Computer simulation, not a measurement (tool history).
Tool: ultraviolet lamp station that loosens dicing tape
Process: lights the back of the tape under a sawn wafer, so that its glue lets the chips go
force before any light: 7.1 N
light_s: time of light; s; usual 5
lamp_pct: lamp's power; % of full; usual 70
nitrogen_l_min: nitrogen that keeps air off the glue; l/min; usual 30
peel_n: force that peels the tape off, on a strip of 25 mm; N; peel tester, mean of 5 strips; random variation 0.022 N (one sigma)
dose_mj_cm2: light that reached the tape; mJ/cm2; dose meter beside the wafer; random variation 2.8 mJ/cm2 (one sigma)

Run 1, hour 0: usual settings. Result: peel_n 1.345 N, dose_mj_cm2 333 mJ/cm2.
Run 2, hour 41.7: usual settings. Result: peel_n 1.405 N, dose_mj_cm2 324 mJ/cm2.
Run 3, hour 62.2: usual settings. Result: peel_n 1.478 N, dose_mj_cm2 328 mJ/cm2.
Run 4, hour 106: usual settings. Result: peel_n 1.451 N, dose_mj_cm2 322 mJ/cm2.
Run 5, hour 133.7: usual settings but nitrogen_l_min 28 l/min. Result: peel_n 1.478 N, dose_mj_cm2 320 mJ/cm2.
At hour 149.9: window cleaned of glue's vapour.
Run 6, hour 181.5: usual settings but nitrogen_l_min 28 l/min. Result: peel_n 1.313 N, dose_mj_cm2 349 mJ/cm2.
Run 7, hour 219.2: usual settings but nitrogen_l_min 28 l/min. Result: peel_n 1.343 N, dose_mj_cm2 347 mJ/cm2.
Run 8, hour 260.1: usual settings but nitrogen_l_min 13 l/min. Result: peel_n 2.1 N, dose_mj_cm2 341 mJ/cm2.
Run 9, hour 282.6: usual settings but nitrogen_l_min 13 l/min. Result: peel_n 2.06 N, dose_mj_cm2 344 mJ/cm2.
Run 10, hour 317.1: usual settings but nitrogen_l_min 13 l/min. Result: peel_n 2.126 N, dose_mj_cm2 337 mJ/cm2.
Run 11, hour 355: usual settings but nitrogen_l_min 13 l/min. Result: peel_n 2.214 N, dose_mj_cm2 334 mJ/cm2.
Run 12, hour 390.8: usual settings but lamp_pct 90 % of full. Result: peel_n 0.93 N, dose_mj_cm2 422 mJ/cm2.
Run 13, hour 430.5: usual settings but lamp_pct 90 % of full. Result: peel_n 0.986 N, dose_mj_cm2 418 mJ/cm2.
Run 14, hour 458.8: usual settings but light_s 3 s, lamp_pct 79 % of full. Result: peel_n 2.242 N, dose_mj_cm2 222 mJ/cm2.
Run 15, hour 492.8: usual settings but light_s 9 s, lamp_pct 71 % of full, nitrogen_l_min 39 l/min. Result: peel_n 0.416 N, dose_mj_cm2 587 mJ/cm2.
Run 16, hour 515.3: usual settings but light_s 4 s, lamp_pct 78 % of full, nitrogen_l_min 48 l/min. Result: peel_n 1.358 N, dose_mj_cm2 286 mJ/cm2.
Run 17, hour 554.1: usual settings but light_s 9 s, lamp_pct 64 % of full, nitrogen_l_min 48 l/min. Result: peel_n 0.461 N, dose_mj_cm2 521 mJ/cm2.
Run 18, hour 582.8: usual settings but light_s 9 s, lamp_pct 64 % of full, nitrogen_l_min 48 l/min. Result: peel_n 0.476 N, dose_mj_cm2 518 mJ/cm2.
Run 19, hour 610: usual settings but light_s 9 s, lamp_pct 64 % of full, nitrogen_l_min 15 l/min. Result: peel_n 1.069 N, dose_mj_cm2 514 mJ/cm2.
Run 20, hour 633.6: usual settings but light_s 3 s, nitrogen_l_min 34 l/min. Result: peel_n 2.653 N, dose_mj_cm2 184 mJ/cm2.
Run 21, hour 675.7: usual settings but light_s 3 s, lamp_pct 60 % of full, nitrogen_l_min 34 l/min. Result: peel_n 2.998 N, dose_mj_cm2 159 mJ/cm2.
Run 22, hour 702.2: usual settings but light_s 3 s, lamp_pct 60 % of full, nitrogen_l_min 34 l/min. Result: peel_n 3.033 N, dose_mj_cm2 157 mJ/cm2.
Run 23, hour 738.3: usual settings but light_s 3 s, lamp_pct 60 % of full, nitrogen_l_min 34 l/min. Result: peel_n 3.141 N, dose_mj_cm2 157 mJ/cm2.
Run 24, hour 773.1: usual settings but light_s 7 s, lamp_pct 60 % of full, nitrogen_l_min 59 l/min. Result: peel_n 0.79 N, dose_mj_cm2 353 mJ/cm2.
Run 25, hour 814.2: usual settings but light_s 2 s, lamp_pct 85 % of full, nitrogen_l_min 38 l/min. Result: peel_n 3.105 N, dose_mj_cm2 144 mJ/cm2.

The same runs without the tool's hidden state, with the same run-to-run variation:
The hidden state here: lamp's light, % of a new lamp's; light that the window lets through, % of a clean one's; drift of the gauge itself on peel_n, %; drift of the gauge itself on dose_mj_cm2, %.
run  peel_n  dose_mj_cm2
  1   1.041          390
  2   1.071          385
  3   1.118          391
  4   1.079          389
  5   1.094          389
  6   1.115          387
  7   1.122          388
  8   1.805          387
  9   1.758          391
 10   1.798          387
 11    1.85          387
 12   0.698          496
 13   0.726          497
 14   1.822          265
 15   0.307          708
 16   0.988          346
 17   0.328          638
 18   0.334          639
 19    0.73          641
 20    2.09          231
 21    2.41          201
 22   2.425          200
 23   2.491          202
 24   0.481          459
 25   2.425          189

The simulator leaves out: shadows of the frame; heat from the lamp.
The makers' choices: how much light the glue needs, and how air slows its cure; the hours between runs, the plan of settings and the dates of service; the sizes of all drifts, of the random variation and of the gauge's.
